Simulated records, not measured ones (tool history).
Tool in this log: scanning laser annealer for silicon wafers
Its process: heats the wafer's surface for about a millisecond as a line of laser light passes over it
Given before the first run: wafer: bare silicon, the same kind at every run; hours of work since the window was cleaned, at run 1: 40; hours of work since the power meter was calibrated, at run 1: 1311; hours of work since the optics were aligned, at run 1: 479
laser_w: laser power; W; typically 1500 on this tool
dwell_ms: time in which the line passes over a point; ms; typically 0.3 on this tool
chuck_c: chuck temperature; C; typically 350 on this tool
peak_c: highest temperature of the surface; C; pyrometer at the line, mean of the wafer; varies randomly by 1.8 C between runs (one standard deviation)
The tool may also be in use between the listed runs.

run    hour  laser_w  dwell_ms  chuck_c  hours of work since the window was cleaned  hours of work since the power meter was calibrated  hours of work since the optics were aligned  peak_c
  1       0     1500       0.3      350                                          40                                                1311                                          479    1063
  2    32.5     1500       0.3      383                                          64                                                1335                                          504    1089
  3    57.2     1500      0.29      383                                          83                                                1354                                          522    1079
  4    95.3     1500      0.29      383                                         112                                                1383                                          551    1074
  5   139.8     1500       0.3      331                                         145                                                1416                                          584    1034
  6     163     1500     0.289      331                                         163                                                1434                                          602    1023
  7   189.6     1500     0.289      331                                         183                                                1454                                          622    1018
  8     216     1500     0.289      331                                         203                                                1474                                          642    1014
  9   245.9     1500     0.289      331                                         225                                                1496                                          664    1012
 10   269.4     1500     0.289      331                                         243                                                1514                                          682    1012
 11     290     1500     0.289      331                                         258                                                1529                                          697    1012
 12   330.3     1500     0.289      331                                         289                                                1560                                          728    1006
 13   371.1     1500     0.289      331                                         319                                                1590                                          759    1004
 14   418.1     1500     0.289      331                                         355                                                1626                                          794    1005
 15   450.1     1500     0.289      331                                         379                                                1650                                          818    1004
 16   474.8     1500       0.3      350                                         397                                                1668                                          837    1028
 17   511.1     1500       0.3      350                                         425                                                1696                                          864    1029
 18   544.5     1500       0.3      350                                         450                                                1721                                          889    1024
 19   572.9     1500       0.3      350                                         471                                                1742                                          910    1022
 20   593.6     1500       0.3      350                                         487                                                1758                                          926    1020
 21   618.7     1500       0.3      350                                         506                                                1777                                          945    1019
      652.4  -- window over the wafer cleaned
 22   657.5     1644       0.3      350                                           4                                                1804                                          973    1062
 23     683     1621     0.265      357                                          23                                                1824                                          992    1022
      699.8  -- optics aligned, line set to its width
 24   717.6     1621     0.265      357                                          45                                                1846                                           13    1038
 25   755.2     1625      0.35      325                                          74                                                1874                                           42    1091
 26   785.1     1589     0.296      318                                          96                                                1897                                           64    1012
      812.8  -- window over the wafer cleaned, once more
 27   818.4     1319     0.316      348                                           4                                                1920                                           88     993
 28   862.6     1319     0.316      348                                          37                                                1954                                          121     988
 29   903.8     1453     0.316      329                                          68                                                1985                                          152    1037
 30   946.6     1453     0.316      329                                         101                                                2017                                          184    1033
 31   974.7     1500       0.3      373                                         122                                                2038                                          205    1084
 32  1017.6     1500       0.3      329                                         154                                                2070                                          238    1037
 33  1046.4     1500       0.3      347                                         176                                                2092                                          259    1055
 34    1077     1500       0.3      353                                         199                                                2115                                          282    1056
 35  1116.3     1568     0.243      386                                         228                                                2144                                          312    1058
 36  1137.4     1594     0.343      381                                         244                                                2160                                          328    1170
 37  1157.2     1406     0.224      387                                         259                                                2175                                          343     964
 38  1190.1     1406     0.224      387                                         284                                                2200                                          368     957
 39  1211.4     1386       0.3      371                                         300                                                2216                                          384    1011

Run 40 has not been measured yet. What should we expect?
 40  1255.8     1386     0.259      365                                         333                                                2249                                          417       ?

For run 40 the tool returned peak_c 964 C.
Without the tool's hidden state the same run would have given peak_c 991 C.

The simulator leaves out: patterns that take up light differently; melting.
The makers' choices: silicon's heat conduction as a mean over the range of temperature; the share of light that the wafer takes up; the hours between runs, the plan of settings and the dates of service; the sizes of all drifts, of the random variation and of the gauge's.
